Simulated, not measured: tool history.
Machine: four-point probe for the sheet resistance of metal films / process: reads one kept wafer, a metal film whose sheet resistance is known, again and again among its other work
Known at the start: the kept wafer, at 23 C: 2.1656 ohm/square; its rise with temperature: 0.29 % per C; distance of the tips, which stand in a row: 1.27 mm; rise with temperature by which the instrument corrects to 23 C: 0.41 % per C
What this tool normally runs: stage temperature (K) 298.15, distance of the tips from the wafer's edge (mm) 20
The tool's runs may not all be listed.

run,hour,stage temperature (K),distance of the tips from the wafer's edge (mm),sheet resistance as the instrument gives it (ohm/square)
1,0.0,298.15,20,2.141898
2,46.9,298.15,20,2.141304
3,131.5,306.15,20,2.121663
4,219.2,294.15,20,2.150030
5,258.2,294.15,20,2.149151
# hour 277.8: new probe head fitted
6,320.8,294.15,20,2.164354
7,393.4,298.15,20,2.153357
8,467.7,292.15,20,2.167459
9,539.4,292.15,20,2.166565
10,618.3,298.15,49,2.147233
11,661.1,298.15,49,2.146900
12,734.9,298.15,20,2.149810
13,820.6,298.15,20,2.148755
14,899.8,292.15,20,2.163714
15,961.9,292.15,38,2.160222
16,1054.6,302.15,6,2.184178
17,1137.0,307.15,5,2.192322
18,1180.2,298.15,12,2.155369
19,1244.4,304.15,18,2.132431
20,1287.8,298.15,17,2.147302
21,1327.4,301.15,63,2.133871
22,1379.5,301.15,63,2.132697
23,1460.1,295.15,20,2.151496
24,1552.3,300.15,7,2.171406
25,1595.6,301.15,3,2.317330
26,1687.7,292.15,16,2.159373
27,1734.6,292.15,16,2.159423
28,1796.1,292.15,3,2.339789

Difference, measured minus no-hidden-state, one row per run. Run-to-run variation is common to both terms; the gauge's own scatter need not be:
Unlogged tool condition in this case: inner tips' distance over the nominal, %; tips' flats over new ones', %; wafer's true temperature over the reading, C; drift of the gauge itself on sheet_ohm, %.
run,sheet resistance as the instrument gives it (ohm/square)
1,-0.023657
2,-0.024068
3,-0.024656
4,-0.025576
5,-0.025857
6,-0.011578
7,-0.012177
8,-0.012772
9,-0.013385
10,-0.014053
11,-0.014448
12,-0.015123
13,-0.015883
14,-0.016642
15,-0.017180
16,-0.018241
17,-0.019028
18,-0.019053
19,-0.019514
20,-0.019938
21,-0.020192
22,-0.020671
23,-0.021477
24,-0.022532
25,-0.024309
26,-0.023570
27,-0.023970
28,-0.026324

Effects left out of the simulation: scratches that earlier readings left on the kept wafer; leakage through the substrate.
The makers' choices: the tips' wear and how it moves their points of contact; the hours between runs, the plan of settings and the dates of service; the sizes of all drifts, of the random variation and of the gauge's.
